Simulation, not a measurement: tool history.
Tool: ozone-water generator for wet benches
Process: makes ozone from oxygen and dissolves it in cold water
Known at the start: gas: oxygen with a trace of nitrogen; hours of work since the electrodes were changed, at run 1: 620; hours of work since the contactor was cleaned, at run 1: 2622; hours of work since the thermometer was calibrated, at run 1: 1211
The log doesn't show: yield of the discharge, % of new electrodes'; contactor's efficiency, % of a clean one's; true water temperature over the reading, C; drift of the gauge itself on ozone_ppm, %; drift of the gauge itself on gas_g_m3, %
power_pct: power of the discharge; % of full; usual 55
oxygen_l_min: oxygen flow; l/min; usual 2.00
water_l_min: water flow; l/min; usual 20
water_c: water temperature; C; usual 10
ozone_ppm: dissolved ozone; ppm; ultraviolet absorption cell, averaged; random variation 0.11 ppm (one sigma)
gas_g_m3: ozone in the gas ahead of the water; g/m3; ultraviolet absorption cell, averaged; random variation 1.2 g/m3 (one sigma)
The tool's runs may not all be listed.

run	day	power_pct	oxygen_l_min	water_l_min	water_c	hours of work since the electrodes were changed	hours of work since the contactor was cleaned	hours of work since the thermometer was calibrated	ozone_ppm	gas_g_m3
1	0.000	55	2.00	20	10	620	2622	1211	12.8	206.0
2	2.229	55	2.00	20	11	657	2659	1248	12.8	208.3
3	4.158	55	2.00	20	11	689	2691	1281	12.8	208.4
4	6.433	55	2.00	20	11	727	2729	1319	12.7	208.2
5	7.879	55	2.00	26	11	751	2753	1343	9.4	210.0
6	9.758	55	1.86	26	11	783	2785	1374	9.3	212.5
7	11.692	55	1.86	26	11	815	2817	1406	9.0	212.4
8	13.762	55	1.86	26	11	849	2852	1441	9.0	213.6
9	16.483	55	1.86	26	11	895	2897	1486	9.0	211.8
10	18.912	55	2.90	20	10	935	2938	1527	15.0	184.2
11	21.667	55	2.90	20	10	981	2984	1573	15.2	184.1
12	24.958	55	2.90	20	10	1036	3038	1628	15.3	186.0
13	26.479	55	2.90	20	10	1062	3064	1653	15.2	183.2
14	29.417	55	2.00	20	10	1111	3113	1702	12.7	209.8
15	31.775	47	2.00	20	10	1150	3152	1742	11.3	186.6
16	34.242	47	3.33	20	10	1191	3194	1783	14.4	157.4
# day 35.142: contactor cleaned
17	36.250	47	3.33	20	7	1222	18	1814	15.3	159.1
18	38.975	74	3.33	20	11	1268	64	1859	20.4	218.1
19	42.283	72	1.39	20	10	1323	119	1914	13.3	279.8
20	44.879	72	1.39	20	10	1366	163	1958	13.1	278.5
21	46.217	72	2.86	20	5	1389	185	1980	19.2	223.9
22	49.433	72	2.86	20	5	1442	239	2034	19.4	221.2
23	51.958	72	2.86	27	5	1484	281	2076	13.7	222.5
24	55.204	76	2.00	13	18	1539	335	2130	23.6	259.0
25	56.983	84	2.00	13	9	1568	365	2160	27.2	277.7
26	59.579	84	2.00	24	7	1612	408	2203	14.4	278.3
27	61.054	64	2.00	20	13	1636	433	2228	13.9	229.3
28	62.617	55	2.00	19	7	1662	459	2254	14.1	206.7
29	64.100	78	1.41	12	10	1687	483	2279	24.1	297.1
30	66.192	78	1.41	12	10	1722	518	2314	23.7	292.4
31	68.312	78	1.41	12	10	1757	554	2349	23.8	292.7
32	70.312	66	3.16	15	10	1791	587	2382	23.8	200.6

4 ways to go on from here, each from the tool as it stands after run 32. What would each give?
A	71.929	55	2.00	22	10	1818	614	2409	?	?
B	71.929	51	3.16	23	6	1818	614	2409	?	?
C	71.929	55	2.00	16	10	1818	614	2409	?	?
D	71.929	55	2.00	17	10	1818	614	2409	?	?

run	ozone_ppm	gas_g_m3
A	11.6	204.2
B	13.1	169.0
C	16.5	203.8
D	15.3	205.5
Without the tool's hidden state the same runs would have given:
run	ozone_ppm	gas_g_m3
A	12.0	208.7
B	13.6	172.4
C	17.0	208.2
D	15.8	209.9
